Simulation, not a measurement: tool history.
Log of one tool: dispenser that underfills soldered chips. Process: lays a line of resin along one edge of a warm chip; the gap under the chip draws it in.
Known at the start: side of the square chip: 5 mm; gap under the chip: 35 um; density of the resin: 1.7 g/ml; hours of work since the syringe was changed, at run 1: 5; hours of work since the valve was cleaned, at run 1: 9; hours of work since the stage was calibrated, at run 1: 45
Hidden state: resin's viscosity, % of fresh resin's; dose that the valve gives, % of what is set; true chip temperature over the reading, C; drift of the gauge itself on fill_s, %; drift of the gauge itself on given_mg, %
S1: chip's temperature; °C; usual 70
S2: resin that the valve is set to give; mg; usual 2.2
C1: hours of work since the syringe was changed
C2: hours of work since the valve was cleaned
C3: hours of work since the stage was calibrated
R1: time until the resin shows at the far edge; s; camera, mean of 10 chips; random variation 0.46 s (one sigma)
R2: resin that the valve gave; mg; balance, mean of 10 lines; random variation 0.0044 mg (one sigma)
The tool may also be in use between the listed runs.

Run 1, hour 0: usual settings; C1 5; C2 9; C3 45. Result: R1 48.4 s, R2 2.193 mg.
At hour 2.4: new syringe of resin.
Run 2, hour 4.6: usual settings; C1 2; C2 12; C3 49. Result: R1 38.9 s, R2 2.187 mg.
Run 3, hour 7.1: usual settings but S1 83 °C; C1 4; C2 14; C3 51. Result: R1 28.3 s, R2 2.191 mg.
At hour 11.4: new syringe of resin.
Run 4, hour 12: usual settings but S1 83 °C; C1 0; C2 18; C3 55. Result: R1 23.2 s, R2 2.186 mg.
Run 5, hour 17: usual settings but S1 83 °C; C1 4; C2 22; C3 59. Result: R1 30.2 s, R2 2.18 mg.
At hour 20.4: new syringe of resin.
Run 6, hour 21.4: usual settings but S1 60 °C; C1 1; C2 25; C3 62. Result: R1 51.3 s, R2 2.181 mg.
Run 7, hour 23.9: usual settings but S1 60 °C; C1 3; C2 27; C3 64. Result: R1 57.6 s, R2 2.178 mg.
Run 8, hour 28.7: usual settings; C1 7; C2 31; C3 68. Result: R1 51.3 s, R2 2.183 mg.
At hour 29.4: new syringe of resin.
Run 9, hour 34.6: usual settings; C1 4; C2 35; C3 72. Result: R1 44.1 s, R2 2.171 mg.
At hour 38.4: new syringe of resin.
Run 10, hour 40.5: usual settings but S2 2.35 mg; C1 2; C2 40; C3 77. Result: R1 38.7 s, R2 2.319 mg.
Run 11, hour 46: usual settings; C1 6; C2 44; C3 81. Result: R1 50.4 s, R2 2.172 mg.
At hour 47.3: new syringe of resin.
At hour 48.6: dispensing valve cleaned and set on the balance.
Run 12, hour 51.2: usual settings; C1 2; C2 2; C3 84. Result: R1 39.1 s, R2 2.196 mg.
Run 13, hour 55: usual settings but S1 71 °C; C1 5; C2 5; C3 87. Result: R1 46 s, R2 2.186 mg.
At hour 57.2: new syringe of resin.
Run 14, hour 59.4: usual settings but S1 71 °C; C1 2; C2 8; C3 90. Result: R1 36.9 s, R2 2.193 mg.
Run 15, hour 62.5: usual settings; C1 4; C2 11; C3 93. Result: R1 43.5 s, R2 2.186 mg.
At hour 66.3: new syringe of resin.
Run 16, hour 67: usual settings; C1 1; C2 14; C3 96. Result: R1 35.9 s, R2 2.186 mg.
Run 17, hour 72.2: usual settings; C1 5; C2 18; C3 100. Result: R1 46.8 s, R2 2.18 mg.
Run 18, hour 74.6: usual settings; C1 7; C2 20; C3 102. Result: R1 52.4 s, R2 2.181 mg.
At hour 75.4: new syringe of resin.
Run 19, hour 77.7: usual settings; C1 2; C2 22; C3 104. Result: R1 37.4 s, R2 2.183 mg.
Run 20, hour 83: usual settings; C1 6; C2 27; C3 109. Result: R1 48.8 s, R2 2.175 mg.
At hour 84.4: new syringe of resin.
Run 21, hour 88.2: usual settings but S1 66 °C, S2 2.36 mg; C1 3; C2 31; C3 113. Result: R1 47.2 s, R2 2.331 mg.
Run 22, hour 92.4: usual settings but S1 66 °C, S2 2.36 mg; C1 6; C2 34; C3 116. Result: R1 58.7 s, R2 2.334 mg.
At hour 93.5: new syringe of resin.
Run 23, hour 96.7: usual settings but S1 83 °C, S2 2.01 mg; C1 3; C2 37; C3 119. Result: R1 26.2 s, R2 1.979 mg.
Run 24, hour 100.5: usual settings but S1 83 °C, S2 2.01 mg; C1 6; C2 40; C3 122. Result: R1 32.3 s, R2 1.976 mg.
At hour 102.4: new syringe of resin.
Run 25, hour 103.3: usual settings but S1 75 °C, S2 2.79 mg; C1 1; C2 42; C3 124. Result: R1 29.8 s, R2 2.749 mg.
At hour 108.3: dispensing valve cleaned and set on the balance.
Run 26, hour 108.7: usual settings but S1 75 °C, S2 2.79 mg; C1 4; C2 0; C3 128. Result: R1 36.9 s, R2 2.798 mg.
Run 27, hour 111.9: usual settings but S1 71 °C, S2 2.67 mg; C1 7; C2 3; C3 130. Result: R1 48.9 s, R2 2.677 mg.
At hour 112.7: new syringe of resin.
Run 28, hour 116.8: usual settings but S1 56 °C, S2 2.67 mg; C1 3; C2 7; C3 134. Result: R1 66.5 s, R2 2.671 mg.
At hour 121.5: new syringe of resin.
Run 29, hour 122.6: usual settings but S1 85 °C, S2 2.67 mg; C1 1; C2 11; C3 138. Result: R1 20.9 s, R2 2.664 mg.
Run 30, hour 126.3: usual settings but S1 82 °C, S2 1.92 mg; C1 4; C2 14; C3 141. Result: R1 30.1 s, R2 1.912 mg.
Run 31, hour 129.8: usual settings but S1 75 °C, S2 2.39 mg; C1 7; C2 17; C3 144. Result: R1 43.4 s, R2 2.376 mg.
At hour 130.5: new syringe of resin.
Run 32, hour 134.1: usual settings but S1 56 °C, S2 1.92 mg; C1 3; C2 20; C3 147. Result: R1 67.5 s, R2 1.912 mg.
Run 33, hour 137.7: usual settings but S1 60 °C; C1 6; C2 23; C3 150. Result: R1 68.9 s, R2 2.196 mg.
At hour 139.6: new syringe of resin.
Run 34, hour 141: usual settings but S1 60 °C, S2 2.07 mg; C1 1; C2 25; C3 153. Result: R1 51.9 s, R2 2.052 mg.
Run 35, hour 144.3: usual settings but S1 56 °C, S2 2.05 mg; C1 4; C2 28; C3 155. Result: R1 71.1 s, R2 2.037 mg.
At hour 148.5: new syringe of resin.
Run 36, hour 149.1: usual settings but S1 56 °C, S2 2.8 mg; C1 0; C2 31; C3 159. Result: R1 55.3 s, R2 2.776 mg.
Run 37, hour 153.4: usual settings but S1 76 °C, S2 2.87 mg; C1 4; C2 35; C3 162. Result: R1 33.1 s, R2 2.84 mg.

3 ways to go on from here, each from the tool as it stands after run 37. What would each give?
At hour 157.5: new syringe of resin.
Run A, hour 158.4: usual settings but S1 69 °C, S2 2.26 mg; C1 1; C2 39; C3 166. Result: R1 ?, R2 ?.
At hour 157.5: new syringe of resin.
Run B, hour 158.4: usual settings but S1 60 °C, S2 1.94 mg; C1 1; C2 39; C3 166. Result: R1 ?, R2 ?.
At hour 157.5: new syringe of resin.
Run C, hour 158.4: usual settings but S2 2.53 mg; C1 1; C2 39; C3 166. Result: R1 ?, R2 ?.

run    R1     R2
  A  36.5  2.234
  B  52.4  1.914
  C  35.8  2.504
Without the tool's hidden state the same runs would have given:
run    R1     R2
  A  35.9  2.258
  B  51.5  1.936
  C  35.3  2.531
